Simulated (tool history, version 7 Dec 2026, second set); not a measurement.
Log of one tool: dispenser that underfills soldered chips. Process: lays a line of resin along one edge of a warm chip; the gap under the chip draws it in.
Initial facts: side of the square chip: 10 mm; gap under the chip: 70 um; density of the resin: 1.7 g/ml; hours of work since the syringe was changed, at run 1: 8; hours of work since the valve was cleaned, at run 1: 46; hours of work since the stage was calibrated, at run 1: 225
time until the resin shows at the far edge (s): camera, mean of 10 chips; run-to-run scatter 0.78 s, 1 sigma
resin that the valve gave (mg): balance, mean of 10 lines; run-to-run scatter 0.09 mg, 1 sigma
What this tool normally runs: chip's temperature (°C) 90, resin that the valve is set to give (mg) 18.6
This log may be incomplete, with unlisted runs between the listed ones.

| run | day | chip's temperature (°C) | resin that the valve is set to give (mg) | hours of work since the syringe was changed | hours of work since the valve was cleaned | hours of work since the stage was calibrated | time until the resin shows at the far edge (s) | resin that the valve gave (mg) |
|---|---|---|---|---|---|---|---|---|
| 1 | 0 | 90 | 18.6 | 8 | 46 | 225 | 91.8 | 17.71 |
|  | 0.238 | new syringe of resin |
| 2 | 0.367 | 90 | 18.6 | 2 | 52 | 231 | 77.8 | 17.66 |
| 3 | 0.617 | 90 | 18.6 | 6 | 56 | 235 | 89.3 | 17.63 |
| 4 | 0.792 | 90 | 18.6 | 9 | 59 | 237 | 99.5 | 17.54 |
|  | 0.988 | new syringe of resin |
| 5 | 0.996 | 90 | 18.6 | 0 | 62 | 240 | 71.7 | 17.62 |
| 6 | 1.246 | 99 | 18.6 | 4 | 66 | 245 | 60.2 | 17.49 |
| 7 | 1.454 | 99 | 18.6 | 7 | 69 | 248 | 65.7 | 17.36 |
|  | 1.608 | dispensing valve cleaned and set on the balance |
| 8 | 1.696 | 99 | 18.6 | 11 | 1 | 251 | 72.6 | 18.59 |
|  | 1.779 | new syringe of resin |
| 9 | 2.017 | 88 | 18.6 | 4 | 6 | 256 | 86 | 18.37 |
| 10 | 2.183 | 90 | 18.6 | 6 | 9 | 259 | 89 | 18.43 |
| 11 | 2.338 | 90 | 17.6 | 9 | 12 | 261 | 97.3 | 17.53 |
|  | 2.533 | new syringe of resin |
| 12 | 2.642 | 90 | 17.6 | 2 | 16 | 266 | 75.6 | 17.37 |
| 13 | 2.85 | 90 | 21.1 | 5 | 19 | 269 | 83.5 | 20.8 |
| 14 | 3.075 | 90 | 21.1 | 9 | 23 | 273 | 93 | 20.89 |
| 15 | 3.246 | 90 | 18.6 | 11 | 26 | 276 | 103.2 | 18.23 |
|  | 3.279 | new syringe of resin |
| 16 | 3.408 | 90 | 18.6 | 2 | 28 | 278 | 73.1 | 18.12 |
| 17 | 3.575 | 98 | 18.6 | 5 | 31 | 281 | 61.1 | 18.02 |
| 18 | 3.812 | 98 | 18.6 | 9 | 35 | 284 | 68.5 | 18.19 |
|  | 4.029 | new syringe of resin |
| 19 | 4.067 | 98 | 16.9 | 1 | 39 | 288 | 53.7 | 16.44 |
| 20 | 4.375 | 77 | 20.4 | 6 | 44 | 293 | 134.4 | 19.58 |
| 21 | 4.712 | 77 | 20.4 | 11 | 49 | 299 | 166.2 | 19.53 |
|  | 4.792 | new syringe of resin |
| 22 | 5.083 | 77 | 20.4 | 5 | 55 | 304 | 133.2 | 19.32 |
| 23 | 5.333 | 90 | 17.7 | 9 | 59 | 308 | 94.8 | 16.87 |
|  | 5.55 | new syringe of resin |
| 24 | 5.554 | 79 | 19.1 | 0 | 62 | 312 | 106 | 18.14 |
| 25 | 5.871 | 84 | 21.2 | 5 | 67 | 317 | 103.6 | 20.02 |
| 26 | 6.067 | 82 | 17.6 | 8 | 70 | 320 | 129.7 | 16.42 |
|  | 6.175 | dispensing valve cleaned and set on the balance |
|  | 6.342 | new syringe of resin |
| 27 | 6.396 | 84 | 22.8 | 1 | 3 | 324 | 90.2 | 22.53 |
| 28 | 6.55 | 81 | 18.6 | 3 | 6 | 327 | 110.2 | 18.35 |
|  | 6.688 | stage's temperature calibrated |
| 29 | 6.771 | 90 | 18.7 | 6 | 9 | 1 | 92.6 | 18.36 |
| 30 | 7.071 | 89 | 18.6 | 11 | 14 | 6 | 111.8 | 18.32 |
|  | 7.146 | new syringe of resin |
| 31 | 7.4 | 89 | 18.6 | 4 | 19 | 11 | 87.4 | 18.2 |
| 32 | 7.729 | 82 | 16.9 | 9 | 24 | 16 | 143.6 | 16.53 |
|  | 7.904 | new syringe of resin |
| 33 | 8.079 | 90 | 21.9 | 3 | 29 | 22 | 79.5 | 21.07 |
| 34 | 8.283 | 90 | 21.9 | 6 | 33 | 25 | 88.3 | 21.05 |
| 35 | 8.45 | 90 | 21.9 | 9 | 35 | 28 | 95.8 | 21.23 |

What if the next run were any one of these 5? Each begins from the tool's condition after run 35:
| A | 8.625 | 90 | 22.1 | 12 | 38 | 31 | ? | ? |
| B | 8.625 | 86 | 18.6 | 12 | 38 | 31 | ? | ? |
| C | 8.625 | 98 | 22.1 | 12 | 38 | 31 | ? | ? |
| D | 8.625 | 101 | 19.2 | 12 | 38 | 31 | ? | ? |
| E | 8.625 | 90 | 16.9 | 12 | 38 | 31 | ? | ? |

| run | time until the resin shows at the far edge (s) | resin that the valve gave (mg) |
|---|---|---|
| A | 106.1 | 21.28 |
| B | 125.5 | 17.98 |
| C | 78.5 | 21.17 |
| D | 71.6 | 18.47 |
| E | 110.2 | 16.17 |
What these runs would have given with no unlogged condition in the tool:
| run | time until the resin shows at the far edge (s) | resin that the valve gave (mg) |
|---|---|---|
| A | 71.2 | 22.11 |
| B | 84.1 | 18.68 |
| C | 52.7 | 22 |
| D | 47.8 | 19.19 |
| E | 73.6 | 16.81 |
